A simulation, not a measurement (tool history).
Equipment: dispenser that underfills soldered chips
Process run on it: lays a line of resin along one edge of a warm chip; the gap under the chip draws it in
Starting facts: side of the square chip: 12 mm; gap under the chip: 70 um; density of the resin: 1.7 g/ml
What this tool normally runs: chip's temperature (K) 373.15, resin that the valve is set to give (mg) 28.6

| run | hour | chip's temperature (K) | resin that the valve is set to give (mg) | time until the resin shows at the far edge (s) | resin that the valve gave (mg) |
|---|---|---|---|---|---|
| 1 | 0.0 | 373.15 | 28.6 | 130.3 | 27.30 |
|  | 1.1 | new syringe of resin |
| 2 | 4.0 | 373.15 | 28.6 | 99.9 | 27.24 |
| 3 | 6.2 | 379.15 | 28.6 | 92.2 | 27.04 |
|  | 9.7 | new syringe of resin |
| 4 | 9.7 | 379.15 | 28.6 | 72.1 | 27.07 |
| 5 | 13.4 | 379.15 | 28.6 | 85.7 | 27.14 |
| 6 | 15.7 | 373.15 | 28.6 | 118.2 | 26.93 |
| 7 | 17.8 | 367.15 | 28.6 | 162.3 | 27.13 |
|  | 18.4 | new syringe of resin |
| 8 | 22.3 | 367.15 | 28.6 | 128.1 | 26.88 |
| 9 | 25.6 | 367.15 | 33.6 | 148.4 | 31.44 |
|  | 27.0 | new syringe of resin |
| 10 | 29.6 | 367.15 | 33.6 | 122.0 | 31.59 |
| 11 | 31.8 | 379.15 | 28.6 | 90.7 | 26.83 |
| 12 | 34.6 | 379.15 | 28.6 | 102.1 | 26.81 |
|  | 35.6 | new syringe of resin |
|  | 39.9 | dispensing valve cleaned and set on the balance |
| 13 | 40.9 | 379.15 | 28.6 | 88.7 | 28.64 |
|  | 45.3 | new syringe of resin |
| 14 | 46.0 | 379.15 | 28.6 | 72.4 | 28.38 |
| 15 | 49.5 | 368.15 | 28.6 | 129.6 | 28.46 |
|  | 53.9 | new syringe of resin |
| 16 | 54.3 | 368.15 | 28.6 | 105.8 | 28.39 |
| 17 | 59.6 | 371.15 | 35.0 | 123.0 | 34.68 |
|  | 62.4 | new syringe of resin |
| 18 | 62.5 | 371.15 | 25.4 | 95.0 | 24.92 |
| 19 | 66.8 | 371.15 | 25.4 | 117.9 | 24.97 |
|  | 71.0 | new syringe of resin |
| 20 | 71.0 | 384.15 | 29.6 | 58.7 | 29.14 |
| 21 | 74.2 | 384.15 | 32.3 | 68.1 | 31.59 |
| 22 | 78.1 | 372.15 | 28.6 | 128.1 | 27.84 |
|  | 79.9 | new syringe of resin |
| 23 | 82.4 | 372.15 | 28.6 | 99.6 | 28.06 |
| 24 | 84.6 | 372.15 | 28.6 | 111.6 | 27.89 |
|  | 88.8 | new syringe of resin |
| 25 | 89.3 | 359.15 | 29.7 | 145.7 | 28.62 |
| 26 | 93.6 | 385.15 | 29.3 | 72.4 | 28.41 |

What does the tool deliver on the next run?
| 27 | 96.1 | 367.15 | 26.1 | ? | ? |

{"run 27": {"time until the resin shows at the far edge (s)": 158.0, "resin that the valve gave (mg)": 25.11}}
Take away the tool's hidden state, keep the run-to-run variation as it was, and the same run would have given time until the resin shows at the far edge (s) 108.0, resin that the valve gave (mg) 25.97.
